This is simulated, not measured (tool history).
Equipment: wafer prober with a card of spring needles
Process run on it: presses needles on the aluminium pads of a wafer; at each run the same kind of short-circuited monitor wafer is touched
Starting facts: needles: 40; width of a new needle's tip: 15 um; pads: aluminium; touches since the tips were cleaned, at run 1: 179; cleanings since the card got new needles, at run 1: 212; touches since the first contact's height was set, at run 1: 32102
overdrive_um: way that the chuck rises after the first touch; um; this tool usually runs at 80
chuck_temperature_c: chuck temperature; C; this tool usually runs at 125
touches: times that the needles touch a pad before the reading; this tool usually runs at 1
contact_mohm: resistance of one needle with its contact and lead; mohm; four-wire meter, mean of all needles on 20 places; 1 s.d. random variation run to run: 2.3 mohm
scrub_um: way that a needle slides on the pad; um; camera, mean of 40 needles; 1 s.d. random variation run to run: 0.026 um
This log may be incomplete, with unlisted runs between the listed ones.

| run | hour | overdrive_um | chuck_temperature_c | touches | touches since the tips were cleaned | cleanings since the card got new needles | touches since the first contact's height was set | contact_mohm | scrub_um |
|---|---|---|---|---|---|---|---|---|---|
| 1 | 0.0 | 80 | 125 | 1 | 179 | 212 | 32102 | 272 | 12.03 |
|  | 13.3 | tips cleaned on abrasive film |
|  | 29.8 | tips cleaned on abrasive film |
|  | 46.4 | tips cleaned on abrasive film |
| 2 | 52.9 | 80 | 125 | 1 | 2754 | 215 | 54288 | 375 | 11.91 |
|  | 62.9 | tips cleaned on abrasive film |
|  | 79.5 | tips cleaned on abrasive film |
|  | 92.8 | tips cleaned on abrasive film |
|  | 109.3 | tips cleaned on abrasive film |
| 3 | 116.0 | 80 | 125 | 1 | 2822 | 219 | 80704 | 382 | 11.81 |
|  | 122.7 | tips cleaned on abrasive film |
|  | 136.0 | tips cleaned on abrasive film |
|  | 145.9 | tips cleaned on abrasive film, once more |
|  | 159.2 | tips cleaned on abrasive film |
|  | 175.8 | tips cleaned on abrasive film |
| 4 | 185.4 | 80 | 48 | 1 | 4062 | 224 | 109741 | 417 | 11.81 |
|  | 192.1 | tips cleaned on abrasive film |
|  | 205.4 | tips cleaned on abrasive film |
|  | 218.6 | tips cleaned on abrasive film |
| 5 | 231.7 | 80 | 53 | 1 | 5490 | 227 | 129111 | 434 | 11.71 |
|  | 235.1 | tips cleaned on abrasive film |
|  | 248.3 | tips cleaned on abrasive film |
|  | 264.9 | tips cleaned on abrasive film |
|  | 271.8 | height of the first contact set anew |
|  | 281.8 | tips cleaned on abrasive film |
| 6 | 285.6 | 80 | 53 | 1 | 1599 | 231 | 5762 | 355 | 12.05 |

What will run 7 give?
|  | 295.5 | tips cleaned on abrasive film |
|  | 312.1 | tips cleaned on abrasive film |
|  | 325.4 | tips cleaned on abrasive film |
|  | 341.9 | tips cleaned on abrasive film |
|  | 358.5 | tips cleaned on abrasive film |
| 7 | 359.0 | 80 | 53 | 1 | 205 | 236 | 36502 | ? | ? |

Run 7 yielded contact_mohm 271 mohm, scrub_um 12.01 um.
Take away the tool's hidden state, keep the run-to-run variation as it was, and the same run would have given contact_mohm 233 mohm, scrub_um 12.09 um.
